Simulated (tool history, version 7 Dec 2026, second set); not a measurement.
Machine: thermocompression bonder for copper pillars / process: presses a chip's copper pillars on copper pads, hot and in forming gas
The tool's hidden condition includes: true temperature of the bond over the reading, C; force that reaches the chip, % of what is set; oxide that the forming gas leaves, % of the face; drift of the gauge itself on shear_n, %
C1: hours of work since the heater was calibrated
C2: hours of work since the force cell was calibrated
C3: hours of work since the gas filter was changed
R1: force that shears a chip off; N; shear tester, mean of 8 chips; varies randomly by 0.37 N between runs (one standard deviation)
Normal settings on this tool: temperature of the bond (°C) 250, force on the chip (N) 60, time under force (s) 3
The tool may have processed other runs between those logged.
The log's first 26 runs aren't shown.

run 27 day=8.829 | temperature_of_the_bond_(°C)=240 force_on_the_chip_(N)=62 time_under_force_(s)=2 | C1=153 C2=247 C3=461 | R1=69.7
run 28 day=9.275 | temperature_of_the_bond_(°C)=242 force_on_the_chip_(N)=47 time_under_force_(s)=6 | C1=159 C2=253 C3=467 | R1=88.4
run 29 day=9.542 | temperature_of_the_bond_(°C)=242 force_on_the_chip_(N)=47 time_under_force_(s)=6 | C1=163 C2=257 C3=470 | R1=89
run 30 day=9.771 | temperature_of_the_bond_(°C)=252 force_on_the_chip_(N)=36 time_under_force_(s)=2 | C1=166 C2=260 C3=473 | R1=66.1
run 31 day=9.975 | temperature_of_the_bond_(°C)=252 force_on_the_chip_(N)=36 time_under_force_(s)=2 | C1=168 C2=262 C3=476 | R1=66
-- day=10.058 forming gas filter changed
run 32 day=10.246 | temperature_of_the_bond_(°C)=252 force_on_the_chip_(N)=36 time_under_force_(s)=2 | C1=172 C2=266 C3=2 | R1=66.5
run 33 day=10.504 | temperature_of_the_bond_(°C)=279 force_on_the_chip_(N)=48 time_under_force_(s)=8 | C1=175 C2=269 C3=6 | R1=117.9
run 34 day=10.904 | temperature_of_the_bond_(°C)=279 force_on_the_chip_(N)=48 time_under_force_(s)=8 | C1=180 C2=274 C3=11 | R1=118.4
run 35 day=11.35 | temperature_of_the_bond_(°C)=247 force_on_the_chip_(N)=52 time_under_force_(s)=5 | C1=186 C2=280 C3=17 | R1=92.6
run 36 day=11.821 | temperature_of_the_bond_(°C)=250 force_on_the_chip_(N)=80 time_under_force_(s)=3 | C1=192 C2=286 C3=23 | R1=96.1
run 37 day=12.154 | temperature_of_the_bond_(°C)=229 force_on_the_chip_(N)=60 time_under_force_(s)=5 | C1=197 C2=291 C3=28 | R1=78.8
run 38 day=12.362 | temperature_of_the_bond_(°C)=271 force_on_the_chip_(N)=55 time_under_force_(s)=2 | C1=200 C2=294 C3=30 | R1=95.2
run 39 day=12.604 | temperature_of_the_bond_(°C)=235 force_on_the_chip_(N)=60 time_under_force_(s)=3 | C1=203 C2=297 C3=34 | R1=73.4
run 40 day=12.992 | temperature_of_the_bond_(°C)=277 force_on_the_chip_(N)=48 time_under_force_(s)=3 | C1=208 C2=302 C3=39 | R1=105

Here are 3 independent what-if runs from the current tool condition. What would each one return?
run A day=13.346 | temperature_of_the_bond_(°C)=262 force_on_the_chip_(N)=78 time_under_force_(s)=2 | C1=213 C2=307 C3=43 | R1=?
run B day=13.346 | temperature_of_the_bond_(°C)=224 force_on_the_chip_(N)=66 time_under_force_(s)=3 | C1=213 C2=307 C3=43 | R1=?
run C day=13.346 | temperature_of_the_bond_(°C)=250 force_on_the_chip_(N)=44 time_under_force_(s)=2 | C1=213 C2=307 C3=43 | R1=?

run=A R1=97.1
run=B R1=64.8
run=C R1=70.3
With no hidden state in the tool, these same runs would have given:
run=A R1=97
run=B R1=64.7
run=C R1=70.2
